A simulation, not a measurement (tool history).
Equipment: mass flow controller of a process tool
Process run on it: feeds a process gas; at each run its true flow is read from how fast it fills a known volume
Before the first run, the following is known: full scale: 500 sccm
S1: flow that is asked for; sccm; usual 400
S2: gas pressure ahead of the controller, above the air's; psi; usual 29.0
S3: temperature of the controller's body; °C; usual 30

run 1 hour=0.0 | S1=400 S2=29.0 S3=30 | true_flow_(%)=102.99
run 2 hour=289.1 | S1=400 S2=29.0 S3=30 | true_flow_(%)=103.10
-- hour=418.8 controller's zero set anew
run 3 hour=588.4 | S1=400 S2=22.8 S3=30 | true_flow_(%)=103.50
run 4 hour=842.5 | S1=130 S2=29.0 S3=30 | true_flow_(%)=101.98
run 5 hour=1070.1 | S1=130 S2=29.0 S3=30 | true_flow_(%)=101.86
run 6 hour=1349.0 | S1=130 S2=29.0 S3=30 | true_flow_(%)=101.78
run 7 hour=1597.3 | S1=130 S2=29.0 S3=25 | true_flow_(%)=101.29
run 8 hour=1759.2 | S1=130 S2=29.0 S3=25 | true_flow_(%)=101.16
run 9 hour=2026.9 | S1=400 S2=29.0 S3=21 | true_flow_(%)=102.87
run 10 hour=2193.4 | S1=400 S2=29.0 S3=30 | true_flow_(%)=104.15
-- hour=2224.9 controller exchanged for a calibrated one
run 11 hour=2563.9 | S1=400 S2=29.0 S3=30 | true_flow_(%)=100.07
run 12 hour=2867.8 | S1=400 S2=29.0 S3=30 | true_flow_(%)=100.20
run 13 hour=3069.3 | S1=400 S2=29.0 S3=30 | true_flow_(%)=100.18
run 14 hour=3275.3 | S1=400 S2=29.0 S3=24 | true_flow_(%)=99.55
run 15 hour=3644.3 | S1=144 S2=24.5 S3=27 | true_flow_(%)=97.79
run 16 hour=3898.8 | S1=400 S2=29.0 S3=25 | true_flow_(%)=99.65
run 17 hour=4129.8 | S1=400 S2=29.0 S3=25 | true_flow_(%)=99.70
run 18 hour=4337.2 | S1=400 S2=29.0 S3=25 | true_flow_(%)=99.65
run 19 hour=4493.0 | S1=400 S2=25.2 S3=30 | true_flow_(%)=100.14
run 20 hour=4834.7 | S1=136 S2=25.2 S3=26 | true_flow_(%)=97.54
run 21 hour=5156.1 | S1=136 S2=25.2 S3=26 | true_flow_(%)=97.60
run 22 hour=5459.4 | S1=70 S2=33.2 S3=39 | true_flow_(%)=97.84
run 23 hour=5619.5 | S1=120 S2=29.7 S3=30 | true_flow_(%)=97.86
run 24 hour=5855.2 | S1=120 S2=29.7 S3=31 | true_flow_(%)=97.99
run 25 hour=6175.2 | S1=86 S2=24.2 S3=40 | true_flow_(%)=97.85
run 26 hour=6424.3 | S1=75 S2=29.0 S3=30 | true_flow_(%)=96.43
run 27 hour=6796.4 | S1=75 S2=31.0 S3=21 | true_flow_(%)=95.42
run 28 hour=7157.3 | S1=99 S2=20.9 S3=36 | true_flow_(%)=97.51

Here are 5 independent what-if runs from the current tool condition. What would each one return?
run A hour=7352.2 | S1=344 S2=20.9 S3=23 | true_flow_(%)=?
run B hour=7352.2 | S1=319 S2=35.8 S3=24 | true_flow_(%)=?
run C hour=7352.2 | S1=171 S2=27.8 S3=23 | true_flow_(%)=?
run D hour=7352.2 | S1=99 S2=20.9 S3=28 | true_flow_(%)=?
run E hour=7352.2 | S1=400 S2=23.6 S3=30 | true_flow_(%)=?

run=A true_flow_(%)=99.39
run=B true_flow_(%)=99.81
run=C true_flow_(%)=97.82
run=D true_flow_(%)=96.53
run=E true_flow_(%)=100.73
What these runs would have given with no unlogged condition in the tool:
run=A true_flow_(%)=98.48
run=B true_flow_(%)=98.95
run=C true_flow_(%)=97.64
run=D true_flow_(%)=97.42
run=E true_flow_(%)=99.72
